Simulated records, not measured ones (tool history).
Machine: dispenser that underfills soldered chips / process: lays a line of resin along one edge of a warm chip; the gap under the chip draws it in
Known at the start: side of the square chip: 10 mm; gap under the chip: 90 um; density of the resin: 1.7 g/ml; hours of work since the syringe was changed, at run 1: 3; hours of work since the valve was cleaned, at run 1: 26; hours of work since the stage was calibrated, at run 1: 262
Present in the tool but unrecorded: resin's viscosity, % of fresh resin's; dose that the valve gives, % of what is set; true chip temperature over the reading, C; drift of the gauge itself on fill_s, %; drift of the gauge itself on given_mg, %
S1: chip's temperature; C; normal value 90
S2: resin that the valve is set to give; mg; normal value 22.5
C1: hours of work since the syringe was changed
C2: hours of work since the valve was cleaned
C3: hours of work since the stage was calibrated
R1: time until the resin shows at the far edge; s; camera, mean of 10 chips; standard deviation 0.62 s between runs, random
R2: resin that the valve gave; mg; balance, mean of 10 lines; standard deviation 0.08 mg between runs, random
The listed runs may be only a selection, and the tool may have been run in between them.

run   hour   S1    S2  C1  C2   C3     R1     R2
  1    0.0   90  22.5   3  26  262   73.8  22.18
  2   10.3   90  24.9  11  33  270  135.3  24.30
      11.5  -- new syringe of resin
  3   19.3   90  22.5   6  40  276   91.7  21.91
      27.3  -- new syringe of resin
  4   29.0   90  22.5   1  47  284   64.8  21.82
  5   38.1   90  22.5   8  54  290  112.8  21.65
      43.4  -- new syringe of resin
  6   47.3   90  22.5   3  61  297   74.3  21.55
  7   54.1   90  22.5   8  66  302  112.1  21.50
      59.2  -- new syringe of resin
  8   66.4   89  22.5   5  75  311   93.8  21.38
      74.6  -- new syringe of resin
  9   78.1   89  22.5   3  84  320   76.7  21.28
 10   86.8   89  22.5   9  90  327  128.0  21.00
      90.7  -- new syringe of resin
 11   95.6   89  22.5   4  97  333   84.5  21.05
     102.1  -- dispensing valve cleaned and set on the balance
 12  103.2   89  26.2   9   1  338  122.1  26.12
     107.7  -- new syringe of resin
 13  115.6   89  26.2   6  10  347   96.4  25.93
     122.9  -- new syringe of resin
 14  123.1   89  26.2   0  16  353   60.6  25.87
 15  133.8   90  27.7   8  24  361  110.4  27.19
     138.3  -- new syringe of resin
 16  139.5   90  27.7   1  28  365   61.2  27.16
 17  148.8  101  22.5   8  35  372   70.3  21.84
     153.7  -- new syringe of resin
 18  154.4  101  19.1   1  39  376   40.1  18.51
 19  164.8  101  19.1   8  47  384   74.9  18.40

For run 20, what comes out?
     168.8  -- new syringe of resin
 20  172.3  77  22.1   3  52  389   ?   ?

{"run 20": {"R1": 130.1, "R2": 21.29}}
Had the tool carried no hidden state, the very same run would have given R1 95.5 s, R2 22.12 mg.
